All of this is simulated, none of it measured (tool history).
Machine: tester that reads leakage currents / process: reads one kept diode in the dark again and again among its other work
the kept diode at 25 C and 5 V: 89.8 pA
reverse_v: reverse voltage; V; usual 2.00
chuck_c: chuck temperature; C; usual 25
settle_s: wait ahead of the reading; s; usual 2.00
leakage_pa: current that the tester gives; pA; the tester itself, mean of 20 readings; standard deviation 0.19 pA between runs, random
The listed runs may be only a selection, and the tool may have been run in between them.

Run 1, hour 0.0: usual settings. Result: leakage_pa 56.70 pA.
Run 2, hour 54.6: usual settings. Result: leakage_pa 56.76 pA.
Run 3, hour 143.3: usual settings. Result: leakage_pa 56.54 pA.
Run 4, hour 187.6: usual settings. Result: leakage_pa 56.47 pA.
Run 5, hour 273.9: usual settings. Result: leakage_pa 56.05 pA.
Run 6, hour 315.8: usual settings but chuck_c 58 C. Result: leakage_pa 887.40 pA.
Run 7, hour 361.5: usual settings but chuck_c 37 C. Result: leakage_pa 163.47 pA.
Run 8, hour 421.8: usual settings but chuck_c 37 C. Result: leakage_pa 162.15 pA.
Run 9, hour 467.6: usual settings. Result: leakage_pa 55.21 pA.
Run 10, hour 537.8: usual settings. Result: leakage_pa 55.10 pA.
Run 11, hour 611.9: usual settings but settle_s 0.42 s. Result: leakage_pa 56.35 pA.
Run 12, hour 654.6: usual settings but reverse_v 1.13 V. Result: leakage_pa 42.55 pA.
Run 13, hour 701.0: usual settings but reverse_v 1.13 V. Result: leakage_pa 42.51 pA.
At hour 743.5: chuck's temperature calibrated.
Run 14, hour 764.1: usual settings but reverse_v 1.13 V. Result: leakage_pa 46.41 pA.
Run 15, hour 813.8: usual settings but reverse_v 4.73 V. Result: leakage_pa 87.92 pA.
Run 16, hour 901.4: usual settings but reverse_v 4.73 V. Result: leakage_pa 87.69 pA.
Run 17, hour 953.4: usual settings but reverse_v 4.73 V. Result: leakage_pa 87.21 pA.
Run 18, hour 1010.7: usual settings but reverse_v 4.73 V. Result: leakage_pa 86.86 pA.
Run 19, hour 1070.4: usual settings. Result: leakage_pa 59.09 pA.
Run 20, hour 1132.3: usual settings but reverse_v 4.67 V. Result: leakage_pa 86.23 pA.
Run 21, hour 1199.3: usual settings but reverse_v 4.67 V. Result: leakage_pa 85.54 pA.
Run 22, hour 1276.9: usual settings but reverse_v 4.37 V, chuck_c 44 C, settle_s 6.78 s. Result: leakage_pa 427.02 pA.
Run 23, hour 1364.1: usual settings but chuck_c 30 C. Result: leakage_pa 91.60 pA.
Run 24, hour 1445.6: usual settings but reverse_v 1.71 V, chuck_c 30 C, settle_s 8.92 s. Result: leakage_pa 84.83 pA.
Run 25, hour 1502.9: usual settings but reverse_v 10.59 V, chuck_c 30 C, settle_s 6.15 s. Result: leakage_pa 188.99 pA.
Run 26, hour 1554.3: usual settings but reverse_v 10.59 V, chuck_c 30 C, settle_s 6.15 s. Result: leakage_pa 189.63 pA.
Run 27, hour 1636.0: usual settings but reverse_v 10.59 V, chuck_c 30 C, settle_s 6.15 s. Result: leakage_pa 189.12 pA.
Run 28, hour 1730.7: usual settings but reverse_v 10.59 V, chuck_c 30 C, settle_s 6.15 s. Result: leakage_pa 187.68 pA.
Run 29, hour 1827.6: usual settings but chuck_c 53 C, settle_s 5.20 s. Result: leakage_pa 606.74 pA.
Run 30, hour 1916.0: usual settings but reverse_v 15.83 V. Result: leakage_pa 146.03 pA.
Run 31, hour 1989.8: usual settings but reverse_v 15.83 V. Result: leakage_pa 144.18 pA.
Run 32, hour 2042.2: usual settings but reverse_v 15.83 V. Result: leakage_pa 144.20 pA.
Run 33, hour 2132.9: usual settings but reverse_v 3.50 V, chuck_c 35 C. Result: leakage_pa 174.86 pA.
Run 34, hour 2208.3: usual settings but reverse_v 11.36 V, chuck_c 33 C, settle_s 0.53 s. Result: leakage_pa 255.50 pA.
Run 35, hour 2305.4: usual settings but reverse_v 1.41 V, chuck_c 24 C, settle_s 1.20 s. Result: leakage_pa 43.08 pA.
Run 36, hour 2349.2: usual settings but reverse_v 1.41 V, chuck_c 24 C, settle_s 1.20 s. Result: leakage_pa 43.15 pA.
Run 37, hour 2433.3: usual settings but reverse_v 4.00 V, chuck_c 41 C. Result: leakage_pa 303.72 pA.
At hour 2450.7: chuck's temperature calibrated.
Run 38, hour 2525.6: usual settings but reverse_v 1.76 V, chuck_c 26 C, settle_s 1.53 s. Result: leakage_pa 63.86 pA.
Run 39, hour 2616.2: usual settings but reverse_v 9.79 V, chuck_c 48 C, settle_s 1.65 s. Result: leakage_pa 889.62 pA.
Run 40, hour 2659.0: usual settings but chuck_c 26 C, settle_s 1.38 s. Result: leakage_pa 67.43 pA.

How would selected steps in leakage_pa from run to run divide? Give the signed amount a tool lacking its hidden state would still show from settings, what came in and random variation, and the signed amount left for the hidden state, including any gauge scatter that is not in both of the compared results.
The tool's hidden condition here consists of: stray current of the dirty probe card, pA a volt; current scale over the true one, %; true chuck temperature over the reading, C; drift of the gauge itself on leakage_pa, %.
Run 5 -> 6: chuck_c 25 -> 58. leakage_pa +831.35 pA: hidden state -55.94, all else +887.29.
Run 6 -> 7: chuck_c 58 -> 37. leakage_pa -723.93 pA: hidden state +47.33, all else -771.26.
Run 37 -> 38: reverse_v 4.00 -> 1.76, chuck_c 41 -> 26, settle_s 2.00 -> 1.53, chuck's temperature calibrated. leakage_pa -239.86 pA: hidden state +30.64, all else -270.50.
Run 38 -> 39: reverse_v 1.76 -> 9.79, chuck_c 26 -> 48, settle_s 1.53 -> 1.65. leakage_pa +825.76 pA: hidden state +4.94, all else +820.82.
Run 39 -> 40: reverse_v 9.79 -> 2.00, chuck_c 48 -> 26, settle_s 1.65 -> 1.38. leakage_pa -822.19 pA: hidden state -5.34, all else -816.85.

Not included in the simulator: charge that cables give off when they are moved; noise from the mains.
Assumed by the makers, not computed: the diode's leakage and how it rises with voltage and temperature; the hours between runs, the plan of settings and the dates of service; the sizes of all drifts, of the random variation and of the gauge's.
